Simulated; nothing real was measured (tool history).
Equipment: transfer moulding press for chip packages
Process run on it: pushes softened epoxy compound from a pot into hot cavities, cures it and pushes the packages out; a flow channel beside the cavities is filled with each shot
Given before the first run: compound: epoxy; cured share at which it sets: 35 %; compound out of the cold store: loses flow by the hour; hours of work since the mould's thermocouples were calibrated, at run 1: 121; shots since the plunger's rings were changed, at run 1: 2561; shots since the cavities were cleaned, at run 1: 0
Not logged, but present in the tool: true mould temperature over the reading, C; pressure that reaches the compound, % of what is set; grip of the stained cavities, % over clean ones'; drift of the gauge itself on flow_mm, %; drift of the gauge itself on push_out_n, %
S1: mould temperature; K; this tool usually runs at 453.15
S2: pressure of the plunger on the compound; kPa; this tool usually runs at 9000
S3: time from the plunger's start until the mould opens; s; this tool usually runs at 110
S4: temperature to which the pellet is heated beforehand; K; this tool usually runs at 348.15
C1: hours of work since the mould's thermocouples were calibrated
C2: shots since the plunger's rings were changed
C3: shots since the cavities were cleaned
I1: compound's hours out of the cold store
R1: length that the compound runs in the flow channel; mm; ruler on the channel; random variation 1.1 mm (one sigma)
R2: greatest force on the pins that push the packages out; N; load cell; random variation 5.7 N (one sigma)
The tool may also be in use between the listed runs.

run,day,S1,S2,S3,S4,C1,C2,C3,I1,R1,R2
1,0,453.15,9000,110,348.15,121,2561,0,41.1,515,210
# day 1.212: plunger's sealing rings changed
2,1.729,453.15,9000,95,348.15,139,96,302,17.8,586,342
# day 3.075: cavities cleaned with cleaning compound and waxed
3,3.783,453.15,9000,95,348.15,161,464,131,10.8,604,299
4,5.679,453.15,9000,95,340.15,181,817,484,24.8,563,404
# day 6.146: cavities cleaned with cleaning compound and waxed
5,8.796,453.15,9000,110,347.15,215,1383,492,28.1,551,328
# day 9.254: cavities cleaned with cleaning compound and waxed
6,10.862,453.15,9000,110,347.15,236,1754,298,24.2,561,294
# day 12.358: cavities cleaned with cleaning compound and waxed
7,13.021,453.15,9000,110,347.15,259,2143,123,22.8,562,234
8,15.129,453.15,9000,95,348.15,282,2534,514,10.6,596,393
# day 15.338: cavities cleaned with cleaning compound and waxed
# day 16.558: plunger's sealing rings changed
9,16.558,453.15,9000,110,348.15,296,0,207,47.2,508,271
10,18.038,453.15,9000,110,348.15,312,274,481,13.4,598,334
# day 18.525: cavities cleaned with cleaning compound and waxed
11,21.071,453.15,9000,110,347.15,344,825,472,28.6,554,314
# day 21.546: cavities cleaned with cleaning compound and waxed
12,24.171,453.15,9000,103,348.15,377,1389,487,30.1,545,350
# day 24.65: cavities cleaned with cleaning compound and waxed
13,26.346,448.15,9000,103,348.15,400,1780,314,13.2,608,429
# day 27.8: cavities cleaned with cleaning compound and waxed
14,29.046,448.15,9000,103,348.15,429,2269,231,25.8,569,391
15,30.475,448.15,9000,103,356.15,445,2535,497,14.7,599,483
# day 31.008: cavities cleaned with cleaning compound and waxed
# day 31.946: plunger's sealing rings changed
16,33.562,453.15,9000,110,343.15,476,300,455,18.8,581,320
# day 34.262: cavities cleaned with cleaning compound and waxed
17,36.7,453.15,10180,110,348.15,510,870,452,22.8,604,329
# day 37.442: cavities cleaned with cleaning compound and waxed
18,39.179,453.15,10430,110,348.15,536,1319,323,35.4,574,296
# day 40.5: cavities cleaned with cleaning compound and waxed
19,40.862,453.15,10430,110,348.15,554,1619,67,15,633,234
20,42.208,450.15,9000,120,349.15,569,1868,316,26.8,562,293
# day 43.583: cavities cleaned with cleaning compound and waxed
21,43.921,450.15,8700,120,341.15,586,2175,63,36.6,526,232
# day 46.688: cavities cleaned with cleaning compound and waxed
22,47.017,450.15,8700,135,357.15,620,2737,61,28.5,543,207
# day 47.325: plunger's sealing rings changed
# day 49.804: cavities cleaned with cleaning compound and waxed
23,50.125,460.15,10820,115,357.15,652,508,60,21.7,607,199
24,51.704,452.15,6920,115,357.15,669,800,352,44.3,452,302
# day 53.004: cavities cleaned with cleaning compound and waxed
25,53.833,452.15,6920,115,357.15,691,1183,154,26.7,490,272
# day 55.996: cavities cleaned with cleaning compound and waxed
26,56.675,458.15,10640,102,339.15,721,1699,126,46.3,537,215
27,58.033,452.15,9000,122,341.15,736,1951,378,24.7,563,299
# day 59.008: cavities cleaned with cleaning compound and waxed
28,59.342,453.15,7130,105,351.15,750,2182,62,27,490,243

Branching from run 28: 3 alternative next runs. What would each branch give?
# day 62.067: cavities cleaned with cleaning compound and waxed
A,62.483,446.15,9000,110,344.15,783,2753,77,18.3,?,?
# day 62.067: cavities cleaned with cleaning compound and waxed
B,62.483,457.15,7130,131,339.15,783,2753,77,43.6,?,?
# day 62.067: cavities cleaned with cleaning compound and waxed
C,62.483,449.15,9000,150,348.15,783,2753,77,17.4,?,?

run,R1,R2
A,599,335
B,442,210
C,590,211
Had the tool no hidden state, the same runs would have come out as:
run,R1,R2
A,610,276
B,450,183
C,600,183
